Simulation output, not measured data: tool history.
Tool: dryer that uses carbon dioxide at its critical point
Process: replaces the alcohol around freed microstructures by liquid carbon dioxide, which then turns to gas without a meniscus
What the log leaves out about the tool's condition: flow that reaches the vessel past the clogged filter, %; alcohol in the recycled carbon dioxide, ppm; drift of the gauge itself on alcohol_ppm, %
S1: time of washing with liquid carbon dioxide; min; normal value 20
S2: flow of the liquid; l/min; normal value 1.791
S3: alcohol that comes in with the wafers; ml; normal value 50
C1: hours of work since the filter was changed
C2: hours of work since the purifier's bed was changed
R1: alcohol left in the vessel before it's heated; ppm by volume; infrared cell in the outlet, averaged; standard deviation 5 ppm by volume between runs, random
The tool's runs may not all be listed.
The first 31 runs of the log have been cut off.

| run | hour | S1 | S2 | S3 | C1 | C2 | R1 |
|---|---|---|---|---|---|---|---|
| 32 | 1150.8 | 29 | 1.300 | 24 | 371 | 133 | 53 |
| 33 | 1205.2 | 20 | 2.980 | 52 | 396 | 158 | 69 |
| 34 | 1233.2 | 17 | 1.790 | 28 | 409 | 172 | 110 |
| 35 | 1285.5 | 23 | 1.350 | 50 | 433 | 196 | 132 |
| 36 | 1329.4 | 23 | 1.350 | 50 | 454 | 216 | 144 |
| 37 | 1354.9 | 23 | 1.350 | 50 | 466 | 228 | 158 |
| 38 | 1395.1 | 23 | 1.350 | 50 | 485 | 247 | 162 |
| 39 | 1446.2 | 22 | 1.380 | 108 | 508 | 271 | 270 |
| 40 | 1477.3 | 22 | 1.380 | 108 | 523 | 285 | 281 |
| 41 | 1502.0 | 15 | 2.010 | 84 | 534 | 297 | 228 |
|  | 1531.4 | inlet filter changed |
| 42 | 1537.5 | 21 | 1.570 | 84 | 3 | 313 | 163 |
| 43 | 1561.6 | 21 | 1.570 | 84 | 14 | 324 | 158 |
| 44 | 1588.4 | 14 | 1.570 | 84 | 27 | 337 | 484 |
| 45 | 1619.9 | 26 | 2.130 | 20 | 41 | 351 | 136 |
| 46 | 1668.4 | 15 | 2.160 | 47 | 64 | 374 | 173 |

Below are 3 alternative next runs, each starting from the tool's condition after run 46. Predict each:
| A | 1708.0 | 17 | 2.180 | 104 | 82 | 392 | ? |
| B | 1708.0 | 26 | 1.430 | 102 | 82 | 392 | ? |
| C | 1708.0 | 17 | 1.440 | 47 | 82 | 392 | ? |

| run | R1 |
|---|---|
| A | 170 |
| B | 181 |
| C | 274 |
What these runs would have given with no unlogged condition in the tool:
| run | R1 |
|---|---|
| A | 27 |
| B | 33 |
| C | 122 |
